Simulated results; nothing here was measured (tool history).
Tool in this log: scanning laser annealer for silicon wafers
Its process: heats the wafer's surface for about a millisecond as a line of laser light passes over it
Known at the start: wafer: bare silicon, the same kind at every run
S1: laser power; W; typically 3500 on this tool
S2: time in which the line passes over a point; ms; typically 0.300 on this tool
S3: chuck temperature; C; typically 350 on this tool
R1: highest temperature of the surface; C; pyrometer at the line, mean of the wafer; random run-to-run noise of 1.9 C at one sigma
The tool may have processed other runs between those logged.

run	day	S1	S2	S3	R1
1	0.000	3500	0.300	350	1135
2	0.879	3500	0.300	350	1138
3	2.196	3500	0.300	350	1133
4	3.171	3500	0.300	350	1131
5	4.779	3500	0.300	350	1128
6	6.033	3500	0.300	338	1115
7	7.621	3500	0.300	350	1127
8	9.446	3500	0.300	350	1123
# day 10.504: optics aligned, line set to its width
9	11.438	3500	0.300	316	1106
10	12.346	3661	0.300	349	1176
11	13.200	3354	0.303	351	1107
12	14.271	3829	0.324	355	1264
13	16.183	3829	0.235	313	1074
14	18.154	3648	0.283	316	1109

Alternative continuations, all from the tool just after run 14; predict every row:
# day 18.333: window over the wafer cleaned
A	19.642	3685	0.287	316	?
# day 18.333: window over the wafer cleaned
B	19.642	3222	0.283	345	?
# day 18.333: window over the wafer cleaned
C	19.642	3328	0.347	350	?
# day 18.333: window over the wafer cleaned
D	19.642	3735	0.360	350	?
# day 18.333: window over the wafer cleaned
E	19.642	3006	0.283	316	?

run	R1
A	1156
B	1063
C	1178
D	1311
E	979
Take away the tool's hidden state, keep each run's random variation, and the runs would have read:
run	R1
A	1164
B	1070
C	1187
D	1320
E	986

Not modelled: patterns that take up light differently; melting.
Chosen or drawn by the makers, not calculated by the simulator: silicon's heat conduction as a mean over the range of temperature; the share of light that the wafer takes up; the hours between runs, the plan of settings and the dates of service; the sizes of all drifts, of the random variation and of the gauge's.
